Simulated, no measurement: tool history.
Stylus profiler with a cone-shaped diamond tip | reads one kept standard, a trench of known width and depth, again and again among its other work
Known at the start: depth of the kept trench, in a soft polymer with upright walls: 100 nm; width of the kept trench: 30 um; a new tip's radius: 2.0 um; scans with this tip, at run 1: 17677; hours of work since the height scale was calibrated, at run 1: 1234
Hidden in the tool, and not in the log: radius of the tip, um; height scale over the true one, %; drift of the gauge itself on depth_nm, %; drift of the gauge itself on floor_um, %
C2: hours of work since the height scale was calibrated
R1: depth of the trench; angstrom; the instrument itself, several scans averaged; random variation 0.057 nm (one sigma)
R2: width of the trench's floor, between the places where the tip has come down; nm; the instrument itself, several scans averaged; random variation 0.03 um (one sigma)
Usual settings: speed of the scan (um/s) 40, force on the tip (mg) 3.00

{"run": 1, "hour": 0.0, "speed of the scan (um/s)": 40, "force on the tip (mg)": 3.0, "scans with this tip": 17677, "C2": 1234, "R1": 1006.2, "R2": 27860}
{"run": 2, "hour": 74.1, "speed of the scan (um/s)": 40, "force on the tip (mg)": 3.0, "scans with this tip": 18393, "C2": 1284, "R1": 1006.8, "R2": 27830}
{"run": 3, "hour": 182.1, "speed of the scan (um/s)": 40, "force on the tip (mg)": 3.0, "scans with this tip": 19437, "C2": 1357, "R1": 1005.2, "R2": 27800}
{"hour": 190.6, "done": "height scale calibrated on a step standard"}
{"run": 4, "hour": 252.9, "speed of the scan (um/s)": 40, "force on the tip (mg)": 3.0, "scans with this tip": 20117, "C2": 42, "R1": 1003.4, "R2": 27800}
{"run": 5, "hour": 364.8, "speed of the scan (um/s)": 40, "force on the tip (mg)": 6.62, "scans with this tip": 21198, "C2": 118, "R1": 1011.3, "R2": 27800}
{"run": 6, "hour": 467.9, "speed of the scan (um/s)": 40, "force on the tip (mg)": 6.62, "scans with this tip": 22195, "C2": 187, "R1": 1011.4, "R2": 27710}
{"run": 7, "hour": 524.0, "speed of the scan (um/s)": 40, "force on the tip (mg)": 6.62, "scans with this tip": 22738, "C2": 225, "R1": 1011.4, "R2": 27720}
{"run": 8, "hour": 609.9, "speed of the scan (um/s)": 40, "force on the tip (mg)": 4.86, "scans with this tip": 23569, "C2": 283, "R1": 1006.9, "R2": 27660}
{"run": 9, "hour": 677.6, "speed of the scan (um/s)": 40, "force on the tip (mg)": 3.0, "scans with this tip": 24223, "C2": 329, "R1": 1002.3, "R2": 27630}
{"run": 10, "hour": 759.7, "speed of the scan (um/s)": 40, "force on the tip (mg)": 1.0, "scans with this tip": 25017, "C2": 384, "R1": 995.9, "R2": 27500}
{"hour": 794.2, "done": "height scale calibrated on a step standard, once more"}
{"hour": 844.8, "done": "new tip fitted, height scale calibrated"}
{"run": 11, "hour": 882.9, "speed of the scan (um/s)": 40, "force on the tip (mg)": 8.35, "scans with this tip": 367, "C2": 26, "R1": 1023.0, "R2": 28650}
{"run": 12, "hour": 937.5, "speed of the scan (um/s)": 40, "force on the tip (mg)": 8.35, "scans with this tip": 896, "C2": 63, "R1": 1024.2, "R2": 28570}
{"run": 13, "hour": 1029.0, "speed of the scan (um/s)": 40, "force on the tip (mg)": 5.28, "scans with this tip": 1780, "C2": 124, "R1": 1017.3, "R2": 28550}
{"run": 14, "hour": 1103.5, "speed of the scan (um/s)": 40, "force on the tip (mg)": 5.28, "scans with this tip": 2500, "C2": 175, "R1": 1015.7, "R2": 28490}
{"run": 15, "hour": 1185.4, "speed of the scan (um/s)": 40, "force on the tip (mg)": 5.28, "scans with this tip": 3292, "C2": 230, "R1": 1015.8, "R2": 28410}
{"run": 16, "hour": 1249.2, "speed of the scan (um/s)": 40, "force on the tip (mg)": 5.28, "scans with this tip": 3909, "C2": 273, "R1": 1016.1, "R2": 28400}
{"run": 17, "hour": 1342.5, "speed of the scan (um/s)": 158, "force on the tip (mg)": 1.02, "scans with this tip": 4811, "C2": 336, "R1": 1003.9, "R2": 27130}
{"run": 18, "hour": 1445.7, "speed of the scan (um/s)": 26, "force on the tip (mg)": 3.0, "scans with this tip": 5809, "C2": 405, "R1": 1009.3, "R2": 28290}
{"run": 19, "hour": 1539.1, "speed of the scan (um/s)": 134, "force on the tip (mg)": 1.88, "scans with this tip": 6712, "C2": 468, "R1": 1006.2, "R2": 27570}
{"run": 20, "hour": 1661.5, "speed of the scan (um/s)": 25, "force on the tip (mg)": 3.48, "scans with this tip": 7895, "C2": 551, "R1": 1009.5, "R2": 28280}
{"run": 21, "hour": 1766.3, "speed of the scan (um/s)": 25, "force on the tip (mg)": 3.48, "scans with this tip": 8909, "C2": 622, "R1": 1010.3, "R2": 28250}
{"run": 22, "hour": 1889.1, "speed of the scan (um/s)": 82, "force on the tip (mg)": 1.1, "scans with this tip": 10096, "C2": 705, "R1": 1003.3, "R2": 27600}
{"run": 23, "hour": 1944.1, "speed of the scan (um/s)": 82, "force on the tip (mg)": 1.1, "scans with this tip": 10627, "C2": 742, "R1": 1003.4, "R2": 27580}
{"run": 24, "hour": 2064.5, "speed of the scan (um/s)": 12, "force on the tip (mg)": 3.0, "scans with this tip": 11791, "C2": 823, "R1": 1007.3, "R2": 28100}
{"run": 25, "hour": 2157.8, "speed of the scan (um/s)": 10, "force on the tip (mg)": 1.36, "scans with this tip": 12694, "C2": 886, "R1": 1003.5, "R2": 28130}
{"run": 26, "hour": 2215.2, "speed of the scan (um/s)": 10, "force on the tip (mg)": 1.36, "scans with this tip": 13248, "C2": 925, "R1": 1003.1, "R2": 28030}
{"run": 27, "hour": 2280.8, "speed of the scan (um/s)": 10, "force on the tip (mg)": 1.36, "scans with this tip": 13883, "C2": 969, "R1": 1003.9, "R2": 28060}
{"run": 28, "hour": 2345.6, "speed of the scan (um/s)": 26, "force on the tip (mg)": 1.58, "scans with this tip": 14509, "C2": 1013, "R1": 1002.8, "R2": 27950}

The next listed run, before its measurement:
{"run": 29, "hour": 2427.6, "speed of the scan (um/s)": 46, "force on the tip (mg)": 3.6, "scans with this tip": 15302, "C2": 1068, "R1": "?", "R2": "?"}

{"run 29": {"R1": 1008.6, "R2": 27890}}
Without the tool's hidden state the same run would have given R1 1013.1 angstrom, R2 28550 nm.
